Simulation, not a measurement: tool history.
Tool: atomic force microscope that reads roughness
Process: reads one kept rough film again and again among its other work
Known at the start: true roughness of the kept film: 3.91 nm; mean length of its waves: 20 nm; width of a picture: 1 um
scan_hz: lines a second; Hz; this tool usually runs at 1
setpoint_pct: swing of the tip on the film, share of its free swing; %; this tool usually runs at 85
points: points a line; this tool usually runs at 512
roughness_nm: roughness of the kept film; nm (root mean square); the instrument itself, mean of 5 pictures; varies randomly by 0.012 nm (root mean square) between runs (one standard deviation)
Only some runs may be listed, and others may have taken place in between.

Run 1, hour 0: usual settings. Result: roughness_nm 2.309 nm (root mean square).
Run 2, hour 20.1: usual settings but setpoint_pct 75 %. Result: roughness_nm 2.285 nm (root mean square).
Run 3, hour 49.3: usual settings but setpoint_pct 75 %. Result: roughness_nm 2.207 nm (root mean square).
Run 4, hour 65.7: usual settings. Result: roughness_nm 2.133 nm (root mean square).
At hour 86.5: new tip fitted.
Run 5, hour 99.9: usual settings but points 680. Result: roughness_nm 2.867 nm (root mean square).
Run 6, hour 132: usual settings but points 680. Result: roughness_nm 2.739 nm (root mean square).
Run 7, hour 154.7: usual settings but points 680. Result: roughness_nm 2.658 nm (root mean square).
Run 8, hour 174.5: usual settings but points 680. Result: roughness_nm 2.576 nm (root mean square).
Run 9, hour 201.7: usual settings but points 680. Result: roughness_nm 2.513 nm (root mean square).
Run 10, hour 240.3: usual settings but scan_hz 0.98 Hz. Result: roughness_nm 2.359 nm (root mean square).
Run 11, hour 265.7: usual settings but scan_hz 0.86 Hz. Result: roughness_nm 2.309 nm (root mean square).
Run 12, hour 294.3: usual settings but scan_hz 0.86 Hz. Result: roughness_nm 2.256 nm (root mean square).
Run 13, hour 312.5: usual settings but scan_hz 0.86 Hz. Result: roughness_nm 2.189 nm (root mean square).
Run 14, hour 352.8: usual settings but scan_hz 0.86 Hz. Result: roughness_nm 2.099 nm (root mean square).
At hour 379.2: new tip fitted.
Run 15, hour 381.1: usual settings but setpoint_pct 75 %. Result: roughness_nm 3.018 nm (root mean square).
Run 16, hour 405: usual settings but setpoint_pct 75 %. Result: roughness_nm 2.87 nm (root mean square).
Run 17, hour 425.5: usual settings but setpoint_pct 75 %. Result: roughness_nm 2.8 nm (root mean square).
Run 18, hour 451: usual settings but setpoint_pct 66 %. Result: roughness_nm 2.74 nm (root mean square).
Run 19, hour 470.7: usual settings but setpoint_pct 66 %. Result: roughness_nm 2.663 nm (root mean square).
Run 20, hour 503.9: usual settings but setpoint_pct 83 %, points 1017. Result: roughness_nm 2.502 nm (root mean square).
Run 21, hour 528.3: usual settings but scan_hz 2.34 Hz, setpoint_pct 86 %. Result: roughness_nm 2.242 nm (root mean square).
Run 22, hour 557.5: usual settings but scan_hz 0.68 Hz, setpoint_pct 77 %, points 318. Result: roughness_nm 2.324 nm (root mean square).
At hour 560.8: height scale calibrated on a step standard.
Run 23, hour 576.8: usual settings but scan_hz 1.86 Hz, setpoint_pct 84 %, points 530. Result: roughness_nm 2.194 nm (root mean square).
Run 24, hour 597.2: usual settings but scan_hz 3.3 Hz. Result: roughness_nm 2.035 nm (root mean square).
Run 25, hour 625.3: usual settings but points 324. Result: roughness_nm 2.127 nm (root mean square).
Run 26, hour 658.1: usual settings but scan_hz 0.77 Hz, setpoint_pct 58 %, points 504. Result: roughness_nm 2.164 nm (root mean square).
At hour 672.8: new tip fitted.
Run 27, hour 687.2: usual settings but scan_hz 0.77 Hz, setpoint_pct 58 %, points 504. Result: roughness_nm 2.987 nm (root mean square).
At hour 702.6: height scale calibrated on a step standard, once more.
Run 28, hour 709.7: usual settings but setpoint_pct 68 %. Result: roughness_nm 2.839 nm (root mean square).
Run 29, hour 729: usual settings but setpoint_pct 68 %. Result: roughness_nm 2.726 nm (root mean square).
Run 30, hour 767.6: usual settings but setpoint_pct 68 %. Result: roughness_nm 2.599 nm (root mean square).
Run 31, hour 800.1: usual settings but scan_hz 0.83 Hz. Result: roughness_nm 2.468 nm (root mean square).
Run 32, hour 839.4: usual settings but scan_hz 0.57 Hz, setpoint_pct 61 %, points 321. Result: roughness_nm 2.386 nm (root mean square).
Run 33, hour 860.5: usual settings but scan_hz 1.01 Hz, setpoint_pct 75 %. Result: roughness_nm 2.315 nm (root mean square).
Run 34, hour 879.8: usual settings but scan_hz 1.01 Hz, setpoint_pct 75 %. Result: roughness_nm 2.289 nm (root mean square).

3 options for the next run, each taken on its own from the tool as it stands now. Forecast them:
Run A, hour 910.9: usual settings but scan_hz 0.74 Hz, setpoint_pct 66 %, points 678. Result: roughness_nm ?.
Run B, hour 910.9: usual settings but scan_hz 1.01 Hz, setpoint_pct 75 %, points 289. Result: roughness_nm ?.
Run C, hour 910.9: usual settings but scan_hz 0.55 Hz, setpoint_pct 80 %, points 309. Result: roughness_nm ?.

run  roughness_nm
  A         2.257
  B         2.162
  C         2.178
Without the tool's unlogged condition, the same runs would have read:
run  roughness_nm
  A         3.044
  B         2.919
  C         2.939

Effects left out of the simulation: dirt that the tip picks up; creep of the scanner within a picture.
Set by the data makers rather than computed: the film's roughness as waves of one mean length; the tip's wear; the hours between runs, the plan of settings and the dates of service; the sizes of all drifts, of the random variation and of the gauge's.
